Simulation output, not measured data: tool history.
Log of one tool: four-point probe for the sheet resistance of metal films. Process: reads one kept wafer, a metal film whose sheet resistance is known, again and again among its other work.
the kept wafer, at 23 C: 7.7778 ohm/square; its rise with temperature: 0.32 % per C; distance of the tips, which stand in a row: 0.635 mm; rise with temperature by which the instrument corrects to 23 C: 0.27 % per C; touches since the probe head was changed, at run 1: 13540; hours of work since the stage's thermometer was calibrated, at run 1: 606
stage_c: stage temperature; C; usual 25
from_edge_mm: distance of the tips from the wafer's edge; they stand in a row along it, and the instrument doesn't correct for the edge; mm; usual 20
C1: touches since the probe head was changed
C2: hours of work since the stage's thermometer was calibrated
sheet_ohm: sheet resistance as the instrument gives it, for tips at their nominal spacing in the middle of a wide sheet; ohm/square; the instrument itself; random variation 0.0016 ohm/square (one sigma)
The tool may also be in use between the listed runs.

{"run": 1, "hour": 0.0, "stage_c": 25, "from_edge_mm": 20, "C1": 13540, "C2": 606, "sheet_ohm": 7.780981}
{"run": 2, "hour": 10.9, "stage_c": 25, "from_edge_mm": 20, "C1": 13707, "C2": 614, "sheet_ohm": 7.782631}
{"run": 3, "hour": 34.9, "stage_c": 25, "from_edge_mm": 20, "C1": 14075, "C2": 632, "sheet_ohm": 7.78351}
{"run": 4, "hour": 46.6, "stage_c": 25, "from_edge_mm": 20, "C1": 14253, "C2": 641, "sheet_ohm": 7.782286}
{"run": 5, "hour": 64.1, "stage_c": 21, "from_edge_mm": 20, "C1": 14521, "C2": 654, "sheet_ohm": 7.767897}
{"run": 6, "hour": 84.4, "stage_c": 25, "from_edge_mm": 20, "C1": 14831, "C2": 670, "sheet_ohm": 7.781064}
{"run": 7, "hour": 94.7, "stage_c": 25, "from_edge_mm": 20, "C1": 14989, "C2": 678, "sheet_ohm": 7.781513}
{"run": 8, "hour": 109.9, "stage_c": 25, "from_edge_mm": 18, "C1": 15223, "C2": 689, "sheet_ohm": 7.78256}
{"run": 9, "hour": 126.6, "stage_c": 25, "from_edge_mm": 20, "C1": 15479, "C2": 702, "sheet_ohm": 7.781956}
{"run": 10, "hour": 145.0, "stage_c": 25, "from_edge_mm": 20, "C1": 15759, "C2": 716, "sheet_ohm": 7.779564}
{"run": 11, "hour": 166.8, "stage_c": 25, "from_edge_mm": 20, "C1": 16093, "C2": 732, "sheet_ohm": 7.78034}
{"run": 12, "hour": 187.6, "stage_c": 25, "from_edge_mm": 20, "C1": 16412, "C2": 748, "sheet_ohm": 7.781837}
{"run": 13, "hour": 205.0, "stage_c": 25, "from_edge_mm": 20, "C1": 16679, "C2": 761, "sheet_ohm": 7.783425}
{"run": 14, "hour": 226.1, "stage_c": 25, "from_edge_mm": 20, "C1": 17001, "C2": 777, "sheet_ohm": 7.782772}
{"run": 15, "hour": 246.8, "stage_c": 19, "from_edge_mm": 20, "C1": 17317, "C2": 793, "sheet_ohm": 7.760809}
{"run": 16, "hour": 262.3, "stage_c": 19, "from_edge_mm": 20, "C1": 17555, "C2": 805, "sheet_ohm": 7.763094}
{"run": 17, "hour": 275.1, "stage_c": 19, "from_edge_mm": 20, "C1": 17751, "C2": 815, "sheet_ohm": 7.762851}
{"run": 18, "hour": 286.2, "stage_c": 19, "from_edge_mm": 20, "C1": 17921, "C2": 823, "sheet_ohm": 7.761815}
{"run": 19, "hour": 301.5, "stage_c": 19, "from_edge_mm": 20, "C1": 18156, "C2": 835, "sheet_ohm": 7.76278}
{"run": 20, "hour": 322.3, "stage_c": 20, "from_edge_mm": 20, "C1": 18474, "C2": 850, "sheet_ohm": 7.766517}
{"run": 21, "hour": 334.0, "stage_c": 19, "from_edge_mm": 20, "C1": 18654, "C2": 859, "sheet_ohm": 7.762645}
{"run": 22, "hour": 358.4, "stage_c": 25, "from_edge_mm": 20, "C1": 19026, "C2": 878, "sheet_ohm": 7.781032}
{"run": 23, "hour": 377.5, "stage_c": 25, "from_edge_mm": 20, "C1": 19319, "C2": 892, "sheet_ohm": 7.781394}
{"run": 24, "hour": 402.5, "stage_c": 28, "from_edge_mm": 9, "C1": 19702, "C2": 911, "sheet_ohm": 7.807706}
{"run": 25, "hour": 425.3, "stage_c": 31, "from_edge_mm": 4, "C1": 20050, "C2": 929, "sheet_ohm": 7.898442}
{"run": 26, "hour": 439.7, "stage_c": 20, "from_edge_mm": 42, "C1": 20272, "C2": 940, "sheet_ohm": 7.762439}
{"run": 27, "hour": 456.1, "stage_c": 22, "from_edge_mm": 6, "C1": 20523, "C2": 952, "sheet_ohm": 7.815497}
{"run": 28, "hour": 477.4, "stage_c": 30, "from_edge_mm": 12, "C1": 20848, "C2": 968, "sheet_ohm": 7.806675}
{"run": 29, "hour": 495.8, "stage_c": 25, "from_edge_mm": 9, "C1": 21130, "C2": 982, "sheet_ohm": 7.796404}
{"hour": 497.4, "done": "stage's thermometer calibrated"}
{"run": 30, "hour": 514.6, "stage_c": 27, "from_edge_mm": 20, "C1": 21409, "C2": 13, "sheet_ohm": 7.788656}
{"run": 31, "hour": 532.1, "stage_c": 27, "from_edge_mm": 20, "C1": 21677, "C2": 26, "sheet_ohm": 7.789767}
{"run": 32, "hour": 544.6, "stage_c": 31, "from_edge_mm": 31, "C1": 21870, "C2": 36, "sheet_ohm": 7.797012}
{"hour": 550.7, "done": "stage's thermometer calibrated, once more"}
{"run": 33, "hour": 564.9, "stage_c": 31, "from_edge_mm": 31, "C1": 22173, "C2": 11, "sheet_ohm": 7.792482}
{"run": 34, "hour": 587.9, "stage_c": 20, "from_edge_mm": 13, "C1": 22525, "C2": 28, "sheet_ohm": 7.76447}
{"run": 35, "hour": 598.6, "stage_c": 26, "from_edge_mm": 10, "C1": 22689, "C2": 36, "sheet_ohm": 7.787629}
{"run": 36, "hour": 613.3, "stage_c": 29, "from_edge_mm": 6, "C1": 22913, "C2": 47, "sheet_ohm": 7.826993}
{"run": 37, "hour": 637.0, "stage_c": 30, "from_edge_mm": 20, "C1": 23276, "C2": 66, "sheet_ohm": 7.79361}
{"run": 38, "hour": 654.6, "stage_c": 23, "from_edge_mm": 41, "C1": 23546, "C2": 79, "sheet_ohm": 7.761399}
{"run": 39, "hour": 677.1, "stage_c": 20, "from_edge_mm": 20, "C1": 23890, "C2": 96, "sheet_ohm": 7.757883}
{"run": 40, "hour": 688.8, "stage_c": 20, "from_edge_mm": 20, "C1": 24069, "C2": 105, "sheet_ohm": 7.758683}
{"run": 41, "hour": 710.2, "stage_c": 18, "from_edge_mm": 30, "C1": 24398, "C2": 121, "sheet_ohm": 7.748771}
{"run": 42, "hour": 728.7, "stage_c": 23, "from_edge_mm": 3, "C1": 24679, "C2": 135, "sheet_ohm": 7.947183}
{"run": 43, "hour": 753.9, "stage_c": 26, "from_edge_mm": 17, "C1": 25065, "C2": 154, "sheet_ohm": 7.778889}
{"run": 44, "hour": 764.9, "stage_c": 18, "from_edge_mm": 20, "C1": 25235, "C2": 163, "sheet_ohm": 7.750025}
{"run": 45, "hour": 788.8, "stage_c": 31, "from_edge_mm": 20, "C1": 25600, "C2": 181, "sheet_ohm": 7.79327}

4 ways to go on from here, each from the tool as it stands after run 45. What would each give?
{"run": "A", "hour": 804.3, "stage_c": 26, "from_edge_mm": 41, "C1": 25838, "C2": 193, "sheet_ohm": "?"}
{"run": "B", "hour": 804.3, "stage_c": 23, "from_edge_mm": 7, "C1": 25838, "C2": 193, "sheet_ohm": "?"}
{"run": "C", "hour": 804.3, "stage_c": 27, "from_edge_mm": 70, "C1": 25838, "C2": 193, "sheet_ohm": "?"}
{"run": "D", "hour": 804.3, "stage_c": 29, "from_edge_mm": 5, "C1": 25838, "C2": 193, "sheet_ohm": "?"}

run=A sheet_ohm=7.775074
run=B sheet_ohm=7.795592
run=C sheet_ohm=7.779544
run=D sheet_ohm=7.849871
Without the tool's hidden state the same runs would have given:
run=A sheet_ohm=7.789092
run=B sheet_ohm=7.809625
run=C sheet_ohm=7.793576
run=D sheet_ohm=7.864030
